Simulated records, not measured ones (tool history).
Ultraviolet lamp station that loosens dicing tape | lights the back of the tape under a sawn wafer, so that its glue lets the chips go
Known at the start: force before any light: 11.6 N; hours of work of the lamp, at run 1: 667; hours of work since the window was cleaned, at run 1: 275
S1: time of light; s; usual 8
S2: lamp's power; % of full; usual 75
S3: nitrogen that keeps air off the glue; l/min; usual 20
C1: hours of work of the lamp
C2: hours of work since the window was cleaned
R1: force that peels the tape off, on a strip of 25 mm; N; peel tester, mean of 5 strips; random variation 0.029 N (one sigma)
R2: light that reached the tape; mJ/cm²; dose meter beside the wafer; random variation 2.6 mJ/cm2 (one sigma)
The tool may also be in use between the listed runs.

run   hour  S1  S2  S3   C1   C2     R1   R2
  1      0   8  75  20  667  275  2.579  234
  2   16.4   8  84  20  678  285  2.268  257
  3   40.6   8  84  20  693  301  2.343  256
  4   55.9   8  96  20  703  311  1.844  290
  5   71.1   8  96  20  713  320  1.921  288
  6  100.9   8  87  20  732  340  2.321  256
  7  124.7   8  87  20  747  355  2.355  254
  8  145.3   8  87  20  761  368  2.406  246
  9  160.8   8  87  20  771  378  2.457  249
 10  179.7   8  87  20  783  391  2.451  248
 11  194.1   8  75  20  792  400  3.033  213
 12  218.5   8  75  20  808  416  3.201  206
     240.9  -- window cleaned of glue's vapour
 13  244.8   7  75  20  825    2  4.269  156
 14  273.5   7  66  20  843   21   4.63  135
 15  296.1   7  66  20  858   36  4.846  135
 16  319.9   7  79   8  873   51  6.103  160
 17  346.7  14  93   8  890   68  2.391  371
 18    369  14  93   8  905   83  2.537  362
     372.6  -- lamp changed
     388.5  -- window cleaned of glue's vapour, once more
 19  395.6  13  75  20   15    5  0.441  532
 20  421.2  13  75  20   31   21  0.473  532
 21  449.4  15  90  20   49   39  0.182  725
 22  473.7   8  96   8   65   55  1.958  406
 23  490.2  10  90  19   76   66  0.666  477
 24  509.5   5  75   7   88   78  5.308  198
 25  536.8   5  75   7  106   96  5.233  194
 26    565   8  75  20  124  114  1.751  305
 27  582.2  11  84  12  135  125   1.12  470
 28  598.6   8  99   7  145  136  2.413  400
 29  622.3   8  72   9  161  151  3.277  289

4 ways to go on from here, each from the tool as it stands after run 29. What would each give?
  A  644.3   8  66  13  175  165   ?   ?
  B  644.3   8  69  29  175  165   ?   ?
  C  644.3  13  61  12  175  165   ?   ?
  D  644.3   4  72  24  175  165   ?   ?

run     R1   R2
  A   2.94  261
  B  1.589  271
  C  1.681  390
  D  4.315  139
Without the tool's hidden state the same runs would have given:
run     R1   R2
  A  2.457  295
  B  1.232  308
  C  1.304  442
  D  3.797  158

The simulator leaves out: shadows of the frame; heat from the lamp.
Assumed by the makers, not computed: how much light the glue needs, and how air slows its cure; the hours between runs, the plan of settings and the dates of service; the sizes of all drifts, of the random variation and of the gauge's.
